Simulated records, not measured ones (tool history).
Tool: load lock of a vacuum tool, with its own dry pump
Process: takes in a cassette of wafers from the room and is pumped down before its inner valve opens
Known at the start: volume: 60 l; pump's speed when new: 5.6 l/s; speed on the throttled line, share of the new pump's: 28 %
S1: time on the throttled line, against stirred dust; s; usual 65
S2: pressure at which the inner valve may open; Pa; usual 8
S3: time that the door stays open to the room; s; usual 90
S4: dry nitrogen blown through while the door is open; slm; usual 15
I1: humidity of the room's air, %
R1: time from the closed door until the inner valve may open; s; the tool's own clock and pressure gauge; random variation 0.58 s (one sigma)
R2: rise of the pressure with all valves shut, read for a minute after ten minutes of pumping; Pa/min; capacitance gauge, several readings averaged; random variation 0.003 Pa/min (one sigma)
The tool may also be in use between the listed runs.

run    hour   S1  S2  S3  S4    I1     R1     R2
  1       0   65   8  90  15  42.8  148.7   0.04
  2     312   65  13  90  15  42.9  144.7  0.041
  3   593.3  120  13  90  15  45.8  183.5  0.041
  4   869.2   65   8  90  19  44.9  149.7  0.032
  5  1131.3   65  12  90  15  43.5  146.2  0.041
  6  1319.4   65  12  90  15  45.4  144.8  0.043
  7  1563.6   65   8  90  15  43.4  149.8  0.036
  8  1807.8   65   8  90  15  44.9  148.3  0.046
  9  2106.9   65   8  90   8  44.1  149.9  0.053
 10  2261.5   65   8  90  15    44  148.7  0.037
 11    2543   65   8  90  15  44.9  150.4  0.047
 12  2858.7   65  15  33  11  44.3  141.7  0.038
 13  3134.3   65  15  33  11  44.4  141.1  0.033
 14  3269.9   65  15  33  11  45.6  141.6  0.035
 15  3533.4   65  15  33  11  47.7  142.1  0.037
 16  3695.8   35  10  57  44  45.4  125.4  0.023
 17  3913.3   78   8  59  42  43.4  157.6  0.023
 18  4172.9   65  15  90  15  44.9  141.7  0.043
 19  4385.6   65   9  90  15  42.5  147.6  0.043
 20  4561.2   65   9  90  15  47.5  148.5  0.046
 21  4748.6   65   9  90  15  43.4  148.1  0.044

4 ways to go on from here, each from the tool as it stands after run 21. What would each give?
  A  4990.9   65  10  28   9  45.5   ?   ?
  B  4990.9   32   8  90  15  44.2   ?   ?
  C  4990.9   65   7  90  15  40.9   ?   ?
  D  4990.9  110   9  90  22  42.3   ?   ?

run     R1     R2
  A  146.8  0.036
  B  124.9  0.046
  C  150.8  0.038
  D    181  0.035
Without the tool's hidden state the same runs would have given:
run     R1     R2
  A  146.7  0.034
  B  124.8  0.044
  C  150.7  0.037
  D  180.9  0.033
